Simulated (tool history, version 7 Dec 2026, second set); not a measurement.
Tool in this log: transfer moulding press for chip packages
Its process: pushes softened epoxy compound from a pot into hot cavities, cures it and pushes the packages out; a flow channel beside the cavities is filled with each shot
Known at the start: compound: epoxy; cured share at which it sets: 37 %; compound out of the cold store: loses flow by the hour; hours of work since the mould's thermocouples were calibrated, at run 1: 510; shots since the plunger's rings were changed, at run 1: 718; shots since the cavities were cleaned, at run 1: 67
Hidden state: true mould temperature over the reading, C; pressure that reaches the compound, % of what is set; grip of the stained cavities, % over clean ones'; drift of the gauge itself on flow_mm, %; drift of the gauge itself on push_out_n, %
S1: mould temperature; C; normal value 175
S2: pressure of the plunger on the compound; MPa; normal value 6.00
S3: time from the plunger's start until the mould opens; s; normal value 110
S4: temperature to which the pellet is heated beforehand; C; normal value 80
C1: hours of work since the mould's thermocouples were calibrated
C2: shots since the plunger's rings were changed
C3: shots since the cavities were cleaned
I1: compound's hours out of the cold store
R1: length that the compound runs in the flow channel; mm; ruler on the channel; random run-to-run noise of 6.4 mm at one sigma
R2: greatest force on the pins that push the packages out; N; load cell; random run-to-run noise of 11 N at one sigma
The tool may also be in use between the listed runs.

| run | hour | S1 | S2 | S3 | S4 | C1 | C2 | C3 | I1 | R1 | R2 |
|---|---|---|---|---|---|---|---|---|---|---|---|
| 1 | 0.0 | 175 | 6.00 | 110 | 80 | 510 | 718 | 67 | 38.1 | 657 | 502 |
| 2 | 25.2 | 175 | 6.00 | 110 | 80 | 526 | 986 | 335 | 18.8 | 691 | 613 |
| 3 | 44.3 | 175 | 6.00 | 110 | 80 | 538 | 1190 | 539 | 27.1 | 670 | 671 |
| 4 | 60.8 | 175 | 6.00 | 110 | 80 | 548 | 1365 | 714 | 32.9 | 658 | 686 |
|  | 77.2 | cavities cleaned with cleaning compound and waxed |
| 5 | 77.2 | 175 | 6.00 | 98 | 80 | 557 | 1525 | 0 | 42.3 | 639 | 539 |
| 6 | 100.8 | 175 | 6.00 | 98 | 80 | 572 | 1776 | 251 | 45.7 | 635 | 679 |
| 7 | 126.1 | 176 | 6.00 | 98 | 80 | 588 | 2045 | 520 | 34.9 | 646 | 772 |
| 8 | 143.1 | 176 | 6.00 | 98 | 80 | 598 | 2227 | 702 | 46.3 | 629 | 831 |
| 9 | 157.6 | 176 | 6.00 | 98 | 78 | 607 | 2381 | 856 | 16.8 | 665 | 873 |
|  | 160.4 | cavities cleaned with cleaning compound and waxed |
| 10 | 176.9 | 175 | 5.06 | 110 | 80 | 619 | 2570 | 176 | 37.0 | 582 | 538 |
| 11 | 192.9 | 171 | 5.06 | 110 | 80 | 629 | 2740 | 346 | 34.0 | 591 | 780 |
| 12 | 219.2 | 171 | 5.06 | 110 | 80 | 645 | 3021 | 627 | 37.1 | 593 | 856 |
|  | 243.7 | cavities cleaned with cleaning compound and waxed |
| 13 | 244.4 | 171 | 5.06 | 110 | 80 | 660 | 3273 | 8 | 14.8 | 619 | 578 |
|  | 248.4 | mould's thermocouples calibrated |
| 14 | 268.9 | 172 | 5.06 | 110 | 80 | 13 | 3512 | 247 | 17.1 | 624 | 802 |
| 15 | 279.8 | 174 | 5.93 | 97 | 72 | 20 | 3629 | 364 | 9.2 | 675 | 977 |
| 16 | 307.0 | 167 | 7.50 | 99 | 72 | 37 | 3918 | 653 | 16.6 | 764 | 1846 |
|  | 328.8 | cavities cleaned with cleaning compound and waxed |
| 17 | 333.1 | 167 | 7.50 | 99 | 72 | 52 | 4180 | 45 | 35.2 | 713 | 1182 |
| 18 | 349.2 | 175 | 5.22 | 110 | 76 | 62 | 4352 | 217 | 8.8 | 617 | 603 |
| 19 | 366.6 | 172 | 6.13 | 113 | 88 | 73 | 4537 | 402 | 44.8 | 627 | 736 |
| 20 | 384.6 | 175 | 5.77 | 110 | 80 | 84 | 4729 | 594 | 9.2 | 643 | 762 |
| 21 | 408.4 | 175 | 5.77 | 110 | 80 | 99 | 4983 | 848 | 12.1 | 647 | 812 |
|  | 414.0 | cavities cleaned with cleaning compound and waxed |
| 22 | 425.2 | 175 | 5.69 | 107 | 80 | 109 | 5145 | 119 | 44.0 | 584 | 557 |
| 23 | 448.5 | 182 | 5.62 | 99 | 85 | 123 | 5394 | 368 | 45.7 | 552 | 572 |
| 24 | 465.2 | 182 | 5.62 | 99 | 85 | 134 | 5571 | 545 | 38.0 | 577 | 598 |
| 25 | 477.5 | 182 | 5.62 | 99 | 85 | 141 | 5702 | 676 | 9.4 | 600 | 645 |
|  | 498.2 | cavities cleaned with cleaning compound and waxed |
| 26 | 502.8 | 182 | 5.62 | 99 | 85 | 156 | 5956 | 49 | 43.2 | 565 | 425 |
| 27 | 526.5 | 182 | 5.62 | 91 | 85 | 171 | 6208 | 301 | 13.4 | 599 | 588 |
|  | 543.4 | plunger's sealing rings changed |
| 28 | 543.4 | 168 | 6.00 | 95 | 80 | 180 | 0 | 454 | 12.8 | 733 | 1603 |

Measured result minus the same run's result without the hidden state. Both carry the same run-to-run variation, though not necessarily the same gauge scatter:
| run | R1 | R2 |
|---|---|---|
| 1 | -14 | +22 |
| 2 | -18 | +133 |
| 3 | -21 | +197 |
| 4 | -23 | +232 |
| 5 | -23 | -61 |
| 6 | -26 | +96 |
| 7 | -30 | +199 |
| 8 | -32 | +259 |
| 9 | -37 | +292 |
| 10 | -34 | +61 |
| 11 | -37 | +139 |
| 12 | -40 | +241 |
| 13 | -45 | -63 |
| 14 | -43 | +188 |
| 15 | -47 | +287 |
| 16 | -58 | +693 |
| 17 | -59 | +58 |
| 18 | -53 | +119 |
| 19 | -56 | +210 |
| 20 | -60 | +263 |
| 21 | -63 | +320 |
| 22 | -60 | +58 |
| 23 | -60 | +155 |
| 24 | -63 | +199 |
| 25 | -69 | +235 |
| 26 | -69 | +30 |
| 27 | -75 | +141 |
| 28 | -4 | +465 |

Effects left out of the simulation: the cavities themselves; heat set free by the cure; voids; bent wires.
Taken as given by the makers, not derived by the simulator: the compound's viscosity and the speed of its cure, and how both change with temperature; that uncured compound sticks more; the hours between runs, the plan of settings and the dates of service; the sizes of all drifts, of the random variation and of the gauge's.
